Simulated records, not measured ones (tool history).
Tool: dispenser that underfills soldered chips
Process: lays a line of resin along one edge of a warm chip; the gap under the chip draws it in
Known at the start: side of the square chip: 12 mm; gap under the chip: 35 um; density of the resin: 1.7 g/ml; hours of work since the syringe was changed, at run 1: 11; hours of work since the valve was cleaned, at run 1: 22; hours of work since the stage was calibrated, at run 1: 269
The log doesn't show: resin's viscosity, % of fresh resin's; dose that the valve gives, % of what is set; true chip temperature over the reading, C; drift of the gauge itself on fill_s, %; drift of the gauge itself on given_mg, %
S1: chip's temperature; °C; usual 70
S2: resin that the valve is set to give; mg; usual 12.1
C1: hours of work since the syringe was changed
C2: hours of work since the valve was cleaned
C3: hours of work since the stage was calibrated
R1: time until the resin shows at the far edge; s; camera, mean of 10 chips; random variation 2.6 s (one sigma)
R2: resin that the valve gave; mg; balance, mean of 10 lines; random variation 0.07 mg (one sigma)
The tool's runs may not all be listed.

Run 1, hour 0: usual settings; C1 11; C2 22; C3 269. Result: R1 473.8 s, R2 11.92 mg.
At hour 1.1: new syringe of resin.
Run 2, hour 7.5: usual settings; C1 4; C2 27; C3 274. Result: R1 313.6 s, R2 11.73 mg.
Run 3, hour 15.7: usual settings but S2 12.8 mg; C1 9; C2 32; C3 279. Result: R1 425.9 s, R2 12.42 mg.
At hour 19.5: new syringe of resin.
Run 4, hour 20.7: usual settings; C1 1; C2 35; C3 282. Result: R1 257.9 s, R2 11.78 mg.
Run 5, hour 25.3: usual settings but S1 64 °C; C1 4; C2 38; C3 285. Result: R1 426.2 s, R2 11.79 mg.
Run 6, hour 36.2: usual settings but S2 10.8 mg; C1 11; C2 45; C3 292. Result: R1 488.7 s, R2 10.39 mg.
At hour 37.9: new syringe of resin.
Run 7, hour 44.5: usual settings but S2 10.8 mg; C1 4; C2 50; C3 297. Result: R1 326.5 s, R2 10.33 mg.
Run 8, hour 51.3: usual settings; C1 9; C2 55; C3 302. Result: R1 409.1 s, R2 11.44 mg.
At hour 56.4: new syringe of resin.
Run 9, hour 58.9: usual settings but S2 10.9 mg; C1 2; C2 59; C3 306. Result: R1 280.5 s, R2 10.41 mg.
Run 10, hour 64.4: usual settings; C1 5; C2 63; C3 310. Result: R1 340.4 s, R2 11.43 mg.
At hour 74.8: new syringe of resin.
Run 11, hour 74.8: usual settings but S2 14.8 mg; C1 0; C2 69; C3 316. Result: R1 236.6 s, R2 13.94 mg.
Run 12, hour 84.9: usual settings; C1 6; C2 76; C3 323. Result: R1 363.4 s, R2 11.37 mg.
At hour 92.9: new syringe of resin.
Run 13, hour 94.3: usual settings; C1 1; C2 82; C3 328. Result: R1 261.1 s, R2 11.3 mg.
Run 14, hour 101.4: usual settings; C1 5; C2 86; C3 333. Result: R1 351.1 s, R2 11.3 mg.
Run 15, hour 108.7: usual settings but S1 56 °C; C1 10; C2 91; C3 338. Result: R1 990.4 s, R2 11.14 mg.
At hour 111.1: new syringe of resin.
Run 16, hour 117.2: usual settings; C1 4; C2 96; C3 343. Result: R1 307.5 s, R2 11.19 mg.
Run 17, hour 128.5: usual settings; C1 11; C2 103; C3 350. Result: R1 486.5 s, R2 10.99 mg.
At hour 129.7: new syringe of resin.
Run 18, hour 133.7: usual settings; C1 3; C2 106; C3 353. Result: R1 281.7 s, R2 11.03 mg.
Run 19, hour 139: usual settings but S2 11.9 mg; C1 6; C2 110; C3 357. Result: R1 349.6 s, R2 10.86 mg.
At hour 148.2: new syringe of resin.
Run 20, hour 148.3: usual settings but S2 11.9 mg; C1 0; C2 116; C3 362. Result: R1 249 s, R2 10.8 mg.
Run 21, hour 153.2: usual settings but S1 67 °C, S2 12.4 mg; C1 3; C2 119; C3 366. Result: R1 349 s, R2 11.25 mg.
Run 22, hour 159.7: usual settings but S1 67 °C, S2 12.4 mg; C1 7; C2 123; C3 370. Result: R1 444.4 s, R2 11.18 mg.
At hour 166.4: new syringe of resin.
Run 23, hour 169.8: usual settings but S1 76 °C, S2 14.5 mg; C1 2; C2 129; C3 376. Result: R1 203.9 s, R2 12.86 mg.
At hour 172.2: dispensing valve cleaned and set on the balance.
Run 24, hour 177.5: usual settings but S1 82 °C, S2 10.8 mg; C1 6; C2 3; C3 380. Result: R1 207.4 s, R2 10.69 mg.
At hour 185.3: new syringe of resin.
Run 25, hour 187.4: usual settings but S1 56 °C, S2 11.8 mg; C1 1; C2 9; C3 386. Result: R1 565.7 s, R2 11.69 mg.
Run 26, hour 198: usual settings but S1 56 °C, S2 11.8 mg; C1 8; C2 16; C3 393. Result: R1 871.2 s, R2 11.59 mg.
At hour 203.7: new syringe of resin.
Run 27, hour 207.6: usual settings but S1 56 °C, S2 11.8 mg; C1 2; C2 22; C3 399. Result: R1 609.6 s, R2 11.56 mg.
Run 28, hour 214.4: usual settings but S1 64 °C, S2 14.4 mg; C1 7; C2 27; C3 404. Result: R1 504.3 s, R2 14.05 mg.
Run 29, hour 220.2: usual settings but S1 79 °C, S2 11.8 mg; C1 11; C2 30; C3 407. Result: R1 294.6 s, R2 11.36 mg.
At hour 221.7: new syringe of resin.
Run 30, hour 230.2: usual settings but S1 79 °C, S2 11.8 mg; C1 5; C2 37; C3 413. Result: R1 208.7 s, R2 11.37 mg.
Run 31, hour 239: usual settings but S1 79 °C, S2 10.7 mg; C1 11; C2 42; C3 419. Result: R1 304.1 s, R2 10.3 mg.
At hour 240.2: new syringe of resin.
Run 32, hour 248.4: usual settings but S1 71 °C, S2 10.8 mg; C1 5; C2 48; C3 425. Result: R1 323 s, R2 10.31 mg.
At hour 258.2: new syringe of resin.
Run 33, hour 258.4: usual settings but S1 55 °C, S2 12 mg; C1 0; C2 54; C3 431. Result: R1 569.3 s, R2 11.44 mg.
Run 34, hour 268.3: usual settings but S1 55 °C, S2 12 mg; C1 6; C2 60; C3 437. Result: R1 802.3 s, R2 11.47 mg.
At hour 276.6: new syringe of resin.
Run 35, hour 278.5: usual settings but S1 71 °C, S2 13 mg; C1 1; C2 67; C3 444. Result: R1 240.3 s, R2 12.36 mg.

Some steps in R1 between neighbouring runs. How much of each would the tool show without its hidden state too (settings, what came in, random variation), and how much is left for the hidden state, with any gauge scatter that isn't in both results?
Run 14 -> 15: S1 70 -> 56. R1 +639.3 s: hidden state +345.4, all else +293.9.
Run 15 -> 16: S1 56 -> 70, new syringe of resin. R1 -682.9 s: hidden state -380, all else -302.9.
Run 25 -> 26: no setting changed, nothing entered. R1 +305.5 s: hidden state +296.2, all else +9.3.
Run 34 -> 35: S1 55 -> 71, S2 12 -> 13, new syringe of resin. R1 -562 s: hidden state -226.8, all else -335.2.
